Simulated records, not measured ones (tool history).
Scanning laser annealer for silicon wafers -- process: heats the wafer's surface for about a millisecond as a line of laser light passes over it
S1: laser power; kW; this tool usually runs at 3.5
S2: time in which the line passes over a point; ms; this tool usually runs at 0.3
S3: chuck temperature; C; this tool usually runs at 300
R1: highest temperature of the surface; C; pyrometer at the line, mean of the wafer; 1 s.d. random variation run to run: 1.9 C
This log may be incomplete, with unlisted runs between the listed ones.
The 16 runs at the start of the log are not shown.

run,hour,S1,S2,S3,R1
# hour 397.9: window over the wafer cleaned
17,404.6,3.744,0.3,339,1213
18,425.6,3.5,0.285,300,1076
19,439.5,3.5,0.285,300,1079
20,463.6,3.5,0.285,300,1076
21,489.4,3.5,0.285,300,1078
22,507.2,3.574,0.3,300,1121
23,532,3.5,0.213,300,977
24,552.2,3.5,0.213,300,979
25,579.9,3.284,0.212,300,917
26,597.9,3.777,0.291,334,1204
27,612.8,3.318,0.304,325,1072
28,628.7,3.284,0.287,325,1039
29,660.5,3.5,0.37,297,1178
30,683.6,3.289,0.354,265,1058
31,710.9,3.03,0.278,296,930
32,736.1,3.5,0.342,305,1158
33,758.2,3.5,0.342,305,1154
34,788.6,3.5,0.264,282,1031
35,809.3,3.165,0.215,300,894
36,824.8,3.165,0.215,300,894
37,854.2,3.5,0.273,300,1065
38,884.6,3.5,0.273,300,1063

Run 39 has not been measured yet. What should we expect?
39,909.7,3.452,0.372,300,?

For run 39 the tool returned R1 1167 C.
With no hidden state in the tool, this same run would have given R1 1167 C.

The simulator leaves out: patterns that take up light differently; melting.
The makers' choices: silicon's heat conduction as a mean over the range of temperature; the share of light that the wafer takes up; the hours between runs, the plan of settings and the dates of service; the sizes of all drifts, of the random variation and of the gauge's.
